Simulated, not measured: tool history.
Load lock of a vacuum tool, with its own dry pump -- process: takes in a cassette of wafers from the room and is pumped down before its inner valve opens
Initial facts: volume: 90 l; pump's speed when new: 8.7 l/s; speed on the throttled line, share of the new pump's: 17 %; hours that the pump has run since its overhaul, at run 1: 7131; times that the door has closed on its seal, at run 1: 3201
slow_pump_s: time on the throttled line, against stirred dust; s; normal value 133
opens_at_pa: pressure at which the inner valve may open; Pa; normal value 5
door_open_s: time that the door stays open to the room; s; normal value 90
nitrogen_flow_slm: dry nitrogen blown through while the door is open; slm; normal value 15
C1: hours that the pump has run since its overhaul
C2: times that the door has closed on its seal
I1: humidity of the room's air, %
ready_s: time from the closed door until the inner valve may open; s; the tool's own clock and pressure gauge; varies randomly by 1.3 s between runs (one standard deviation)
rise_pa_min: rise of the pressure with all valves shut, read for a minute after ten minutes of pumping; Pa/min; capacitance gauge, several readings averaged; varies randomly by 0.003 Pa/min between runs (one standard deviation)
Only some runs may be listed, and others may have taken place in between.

{"run": 1, "day": 0.0, "slow_pump_s": 133, "opens_at_pa": 5, "door_open_s": 90, "nitrogen_flow_slm": 15, "C1": 7131, "C2": 3201, "I1": 44.1, "ready_s": 231.3, "rise_pa_min": 0.053}
{"run": 2, "day": 2.729, "slow_pump_s": 133, "opens_at_pa": 5, "door_open_s": 90, "nitrogen_flow_slm": 15, "C1": 7197, "C2": 3311, "I1": 46.5, "ready_s": 230.3, "rise_pa_min": 0.051}
{"run": 3, "day": 4.971, "slow_pump_s": 133, "opens_at_pa": 5, "door_open_s": 90, "nitrogen_flow_slm": 15, "C1": 7251, "C2": 3402, "I1": 43.2, "ready_s": 230.6, "rise_pa_min": 0.051}
{"run": 4, "day": 7.854, "slow_pump_s": 133, "opens_at_pa": 5, "door_open_s": 90, "nitrogen_flow_slm": 15, "C1": 7320, "C2": 3519, "I1": 45.6, "ready_s": 229.6, "rise_pa_min": 0.052}
{"run": 5, "day": 10.754, "slow_pump_s": 133, "opens_at_pa": 5, "door_open_s": 90, "nitrogen_flow_slm": 15, "C1": 7389, "C2": 3637, "I1": 43.9, "ready_s": 228.8, "rise_pa_min": 0.056}
{"run": 6, "day": 13.371, "slow_pump_s": 133, "opens_at_pa": 5, "door_open_s": 90, "nitrogen_flow_slm": 15, "C1": 7452, "C2": 3743, "I1": 43.1, "ready_s": 230.2, "rise_pa_min": 0.049}
{"run": 7, "day": 16.367, "slow_pump_s": 133, "opens_at_pa": 5, "door_open_s": 90, "nitrogen_flow_slm": 15, "C1": 7524, "C2": 3864, "I1": 41.5, "ready_s": 230.8, "rise_pa_min": 0.056}
{"run": 8, "day": 19.088, "slow_pump_s": 133, "opens_at_pa": 5, "door_open_s": 90, "nitrogen_flow_slm": 15, "C1": 7590, "C2": 3975, "I1": 45.8, "ready_s": 227.1, "rise_pa_min": 0.055}
{"run": 9, "day": 22.042, "slow_pump_s": 133, "opens_at_pa": 5, "door_open_s": 90, "nitrogen_flow_slm": 15, "C1": 7660, "C2": 4094, "I1": 42.4, "ready_s": 228.6, "rise_pa_min": 0.054}
{"run": 10, "day": 24.008, "slow_pump_s": 133, "opens_at_pa": 5, "door_open_s": 90, "nitrogen_flow_slm": 15, "C1": 7708, "C2": 4174, "I1": 42.5, "ready_s": 230.6, "rise_pa_min": 0.053}
{"run": 11, "day": 26.367, "slow_pump_s": 68, "opens_at_pa": 5, "door_open_s": 90, "nitrogen_flow_slm": 15, "C1": 7764, "C2": 4270, "I1": 47.2, "ready_s": 180.5, "rise_pa_min": 0.062}
{"run": 12, "day": 27.988, "slow_pump_s": 68, "opens_at_pa": 5, "door_open_s": 90, "nitrogen_flow_slm": 15, "C1": 7803, "C2": 4335, "I1": 43, "ready_s": 179.8, "rise_pa_min": 0.051}
{"run": 13, "day": 31.312, "slow_pump_s": 133, "opens_at_pa": 5, "door_open_s": 90, "nitrogen_flow_slm": 15, "C1": 7883, "C2": 4470, "I1": 43.9, "ready_s": 233, "rise_pa_min": 0.055}
{"run": 14, "day": 34.383, "slow_pump_s": 133, "opens_at_pa": 5, "door_open_s": 90, "nitrogen_flow_slm": 14, "C1": 7957, "C2": 4595, "I1": 51.2, "ready_s": 232.2, "rise_pa_min": 0.07}
{"run": 15, "day": 36.296, "slow_pump_s": 133, "opens_at_pa": 5, "door_open_s": 90, "nitrogen_flow_slm": 15, "C1": 8002, "C2": 4672, "I1": 44.5, "ready_s": 228, "rise_pa_min": 0.056}
{"run": 16, "day": 39.721, "slow_pump_s": 133, "opens_at_pa": 5, "door_open_s": 90, "nitrogen_flow_slm": 15, "C1": 8085, "C2": 4811, "I1": 43.8, "ready_s": 231.4, "rise_pa_min": 0.065}
{"run": 17, "day": 42.696, "slow_pump_s": 133, "opens_at_pa": 5, "door_open_s": 90, "nitrogen_flow_slm": 6, "C1": 8156, "C2": 4932, "I1": 41.8, "ready_s": 228.8, "rise_pa_min": 0.067}
{"run": 18, "day": 44.892, "slow_pump_s": 133, "opens_at_pa": 5, "door_open_s": 90, "nitrogen_flow_slm": 16, "C1": 8209, "C2": 5021, "I1": 44.8, "ready_s": 231.9, "rise_pa_min": 0.06}
{"run": 19, "day": 46.762, "slow_pump_s": 133, "opens_at_pa": 5, "door_open_s": 90, "nitrogen_flow_slm": 16, "C1": 8254, "C2": 5097, "I1": 42.4, "ready_s": 230.9, "rise_pa_min": 0.056}
{"run": 20, "day": 50.238, "slow_pump_s": 185, "opens_at_pa": 5, "door_open_s": 90, "nitrogen_flow_slm": 16, "C1": 8337, "C2": 5237, "I1": 47.9, "ready_s": 272.7, "rise_pa_min": 0.065}
{"run": 21, "day": 51.758, "slow_pump_s": 118, "opens_at_pa": 4, "door_open_s": 170, "nitrogen_flow_slm": 8, "C1": 8374, "C2": 5299, "I1": 46.2, "ready_s": 222.3, "rise_pa_min": 0.095}
{"run": 22, "day": 53.829, "slow_pump_s": 133, "opens_at_pa": 6, "door_open_s": 78, "nitrogen_flow_slm": 35, "C1": 8423, "C2": 5383, "I1": 43, "ready_s": 232.1, "rise_pa_min": 0.049}
{"run": 23, "day": 55.475, "slow_pump_s": 219, "opens_at_pa": 5, "door_open_s": 90, "nitrogen_flow_slm": 4, "C1": 8463, "C2": 5450, "I1": 45.2, "ready_s": 298.9, "rise_pa_min": 0.079}
{"run": 24, "day": 58.342, "slow_pump_s": 187, "opens_at_pa": 5, "door_open_s": 90, "nitrogen_flow_slm": 19, "C1": 8532, "C2": 5566, "I1": 43.7, "ready_s": 276.6, "rise_pa_min": 0.063}
{"run": 25, "day": 61.838, "slow_pump_s": 136, "opens_at_pa": 4, "door_open_s": 90, "nitrogen_flow_slm": 8, "C1": 8616, "C2": 5708, "I1": 44.4, "ready_s": 237, "rise_pa_min": 0.073}
{"run": 26, "day": 63.458, "slow_pump_s": 136, "opens_at_pa": 4, "door_open_s": 90, "nitrogen_flow_slm": 8, "C1": 8654, "C2": 5774, "I1": 44.6, "ready_s": 237.2, "rise_pa_min": 0.072}
{"run": 27, "day": 66.192, "slow_pump_s": 136, "opens_at_pa": 4, "door_open_s": 90, "nitrogen_flow_slm": 8, "C1": 8720, "C2": 5884, "I1": 45, "ready_s": 239.2, "rise_pa_min": 0.072}
{"run": 28, "day": 69.483, "slow_pump_s": 180, "opens_at_pa": 6, "door_open_s": 196, "nitrogen_flow_slm": 5, "C1": 8799, "C2": 6018, "I1": 43.5, "ready_s": 267.2, "rise_pa_min": 0.109}
{"run": 29, "day": 73.129, "slow_pump_s": 180, "opens_at_pa": 6, "door_open_s": 196, "nitrogen_flow_slm": 5, "C1": 8887, "C2": 6166, "I1": 46.8, "ready_s": 266.4, "rise_pa_min": 0.113}
{"run": 30, "day": 74.858, "slow_pump_s": 180, "opens_at_pa": 6, "door_open_s": 196, "nitrogen_flow_slm": 5, "C1": 8928, "C2": 6236, "I1": 42.9, "ready_s": 267.4, "rise_pa_min": 0.106}
{"run": 31, "day": 77.446, "slow_pump_s": 133, "opens_at_pa": 9, "door_open_s": 90, "nitrogen_flow_slm": 15, "C1": 8990, "C2": 6341, "I1": 43.7, "ready_s": 225, "rise_pa_min": 0.072}
{"run": 32, "day": 79.742, "slow_pump_s": 67, "opens_at_pa": 5, "door_open_s": 56, "nitrogen_flow_slm": 7, "C1": 9045, "C2": 6434, "I1": 45.5, "ready_s": 182.4, "rise_pa_min": 0.066}

3 options for the next run, each taken on its own from the tool as it stands now. Forecast them:
{"run": "A", "day": 82.721, "slow_pump_s": 67, "opens_at_pa": 8, "door_open_s": 229, "nitrogen_flow_slm": 12, "C1": 9117, "C2": 6554, "I1": 45.9, "ready_s": "?", "rise_pa_min": "?"}
{"run": "B", "day": 82.721, "slow_pump_s": 67, "opens_at_pa": 5, "door_open_s": 56, "nitrogen_flow_slm": 20, "C1": 9117, "C2": 6554, "I1": 46.5, "ready_s": "?", "rise_pa_min": "?"}
{"run": "C", "day": 82.721, "slow_pump_s": 133, "opens_at_pa": 5, "door_open_s": 90, "nitrogen_flow_slm": 37, "C1": 9117, "C2": 6554, "I1": 44.7, "ready_s": "?", "rise_pa_min": "?"}

run=A ready_s=175.3 rise_pa_min=0.104
run=B ready_s=182.3 rise_pa_min=0.062
run=C ready_s=231.8 rise_pa_min=0.063
Had the tool no hidden state, the same runs would have come out as:
run=A ready_s=153.7 rise_pa_min=0.069
run=B ready_s=159.4 rise_pa_min=0.027
run=C ready_s=211.9 rise_pa_min=0.028
